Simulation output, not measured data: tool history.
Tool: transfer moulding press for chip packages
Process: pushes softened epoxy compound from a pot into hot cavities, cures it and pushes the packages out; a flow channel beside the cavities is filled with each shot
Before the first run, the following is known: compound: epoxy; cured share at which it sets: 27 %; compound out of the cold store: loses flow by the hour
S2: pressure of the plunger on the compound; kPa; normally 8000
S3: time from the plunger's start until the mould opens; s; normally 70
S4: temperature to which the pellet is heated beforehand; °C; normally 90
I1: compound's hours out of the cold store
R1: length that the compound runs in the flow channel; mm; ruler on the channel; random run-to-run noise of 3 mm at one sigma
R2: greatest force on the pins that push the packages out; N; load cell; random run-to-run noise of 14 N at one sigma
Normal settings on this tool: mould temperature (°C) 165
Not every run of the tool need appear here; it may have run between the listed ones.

Run 1, hour 0: usual settings; I1 31.6. Result: R1 748 mm, R2 1133 N.
At hour 43.7: cavities cleaned with cleaning compound and waxed.
Run 2, hour 67.4: usual settings but S3 64 s; I1 47.5. Result: R1 701 mm, R2 1159 N.
Run 3, hour 132.4: usual settings; I1 27.7. Result: R1 736 mm, R2 1171 N.
At hour 143.7: plunger's sealing rings changed.
At hour 145.2: cavities cleaned with cleaning compound and waxed.
Run 4, hour 193.8: usual settings; I1 16. Result: R1 798 mm, R2 1100 N.
Run 5, hour 240.4: usual settings; I1 19.5. Result: R1 782 mm, R2 1226 N.
At hour 245.5: cavities cleaned with cleaning compound and waxed.
Run 6, hour 294.9: usual settings; I1 37.5. Result: R1 735 mm, R2 1082 N.
At hour 345.3: cavities cleaned with cleaning compound and waxed.
Run 7, hour 365.5: usual settings; I1 19.6. Result: R1 764 mm, R2 905 N.
Run 8, hour 417.2: usual settings but S4 94 °C; I1 44.8. Result: R1 701 mm, R2 1118 N.
At hour 444.5: cavities cleaned with cleaning compound and waxed.
At hour 470.8: plunger's sealing rings changed.
Run 9, hour 482.9: usual settings but S4 94 °C; I1 8.3. Result: R1 831 mm, R2 991 N.
Run 10, hour 522.5: usual settings but S4 94 °C; I1 29.3. Result: R1 772 mm, R2 1099 N.
At hour 548: cavities cleaned with cleaning compound and waxed.
Run 11, hour 580.9: usual settings but mould temperature (°C) 170, S4 94 °C; I1 38.3. Result: R1 736 mm, R2 748 N.
Run 12, hour 631.9: usual settings but mould temperature (°C) 170, S4 94 °C; I1 34.2. Result: R1 726 mm, R2 922 N.
At hour 638.5: mould's thermocouples calibrated.
At hour 652.3: cavities cleaned with cleaning compound and waxed.
Run 13, hour 670.9: usual settings but mould temperature (°C) 170, S4 94 °C; I1 22.1. Result: R1 750 mm, R2 663 N.
Run 14, hour 707.7: usual settings but mould temperature (°C) 170, S4 94 °C; I1 16.9. Result: R1 761 mm, R2 866 N.
Run 15, hour 739.1: usual settings but mould temperature (°C) 163, S2 9940 kPa, S3 76 s, S4 95 °C; I1 30.2. Result: R1 822 mm, R2 1073 N.
At hour 751.7: cavities cleaned with cleaning compound and waxed.
At hour 797.7: plunger's sealing rings changed.
Run 16, hour 807.4: usual settings but mould temperature (°C) 159, S2 9940 kPa, S3 107 s, S4 86 °C; I1 11.8. Result: R1 931 mm, R2 764 N.
At hour 857.1: cavities cleaned with cleaning compound and waxed.
Run 17, hour 864.9: usual settings but mould temperature (°C) 169, S2 8650 kPa, S3 105 s, S4 93 °C; I1 20.3. Result: R1 804 mm, R2 490 N.
At hour 888.6: mould's thermocouples calibrated, once more.
Run 18, hour 899.2: usual settings but mould temperature (°C) 169, S2 8650 kPa, S3 66 s, S4 86 °C; I1 18.5. Result: R1 812 mm, R2 976 N.
Run 19, hour 953.8: usual settings but mould temperature (°C) 169, S2 9490 kPa, S3 66 s, S4 94 °C; I1 43.9. Result: R1 777 mm, R2 1075 N.
At hour 958.9: cavities cleaned with cleaning compound and waxed.
Run 20, hour 1017: usual settings but S3 91 s, S4 83 °C; I1 39.4. Result: R1 731 mm, R2 835 N.
At hour 1057.9: cavities cleaned with cleaning compound and waxed.
Run 21, hour 1076.3: usual settings but S3 54 s, S4 83 °C; I1 17.8. Result: R1 768 mm, R2 1992 N.
At hour 1124.8: plunger's sealing rings changed.
Run 22, hour 1134.4: usual settings but S3 54 s, S4 83 °C; I1 39.5. Result: R1 755 mm, R2 2593 N.
At hour 1162.6: cavities cleaned with cleaning compound and waxed.
Run 23, hour 1178.7: usual settings but S3 54 s, S4 83 °C; I1 15.7. Result: R1 806 mm, R2 1934 N.

Expected results for the next run?
Run 24, hour 1219.3: usual settings but S3 54 s, S4 83 °C; I1 47.2. Result: R1 ?, R2 ?.

{"run 24": {"R1": 726, "R2": 2478}}
With no hidden state in the tool, this same run would have given R1 740 mm, R2 1400 N.
